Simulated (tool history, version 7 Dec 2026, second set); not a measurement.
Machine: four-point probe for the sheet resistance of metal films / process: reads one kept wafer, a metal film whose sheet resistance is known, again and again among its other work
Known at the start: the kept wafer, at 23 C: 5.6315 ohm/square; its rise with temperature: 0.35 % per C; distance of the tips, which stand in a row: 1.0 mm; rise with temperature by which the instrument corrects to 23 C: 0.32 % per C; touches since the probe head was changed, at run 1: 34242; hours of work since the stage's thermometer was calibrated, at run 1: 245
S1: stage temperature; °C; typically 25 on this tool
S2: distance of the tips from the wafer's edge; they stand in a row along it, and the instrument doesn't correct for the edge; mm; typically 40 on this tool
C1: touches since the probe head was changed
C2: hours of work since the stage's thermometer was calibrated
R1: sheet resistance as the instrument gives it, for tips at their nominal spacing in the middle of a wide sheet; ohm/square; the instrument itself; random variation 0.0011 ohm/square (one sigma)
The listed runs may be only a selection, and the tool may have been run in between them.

run   hour  S1  S2     C1   C2        R1
  1    0.0  25  40  34242  245  5.638705
  2    8.1  24  40  34499  248  5.635558
  3   15.7  24  40  34741  252  5.635862
  4   24.2  24   9  35013  255  5.671372
  5   34.9  24   9  35353  260  5.671529
  6   41.2  24   9  35554  263  5.670709
  7   53.7  24   9  35952  268  5.670847
  8   62.9  24   9  36245  272  5.672874
  9   75.4  25  40  36642  278  5.635075
 10   82.3  25  40  36863  281  5.637647
 11   93.8  25   9  37231  286  5.674433
 12  104.0  25   9  37554  290  5.672793
 13  114.2  25   9  37880  295  5.671781
 14  126.4  22  14  38270  300  5.644016
 15  140.3  18  44  38712  306  5.625033
 16  147.3  19  36  38934  309  5.626434
 17  157.3  21  38  39252  314  5.627980
 18  172.2  21  38  39726  320  5.631356
 19  186.1  20  21  40171  326  5.633460
 20  193.7  31  13  40411  330  5.663093
 21  201.7  27   5  40666  333  5.755915

Consider 5 possible next runs. They are alternatives, not a sequence: every one starts from the tool as it was left by run 21. What does each give?
  A  215.5  29  40  41106  339   ?
  B  215.5  20   5  41106  339   ?
  C  215.5  34  57  41106  339   ?
  D  215.5  30  16  41106  339   ?
  E  215.5  34   5  41106  339   ?

run        R1
  A  5.644917
  B  5.746317
  C  5.650491
  D  5.655928
  E  5.770221
Without the tool's unlogged condition, the same runs would have read:
run        R1
  A  5.644628
  B  5.746022
  C  5.650203
  D  5.655639
  E  5.769928
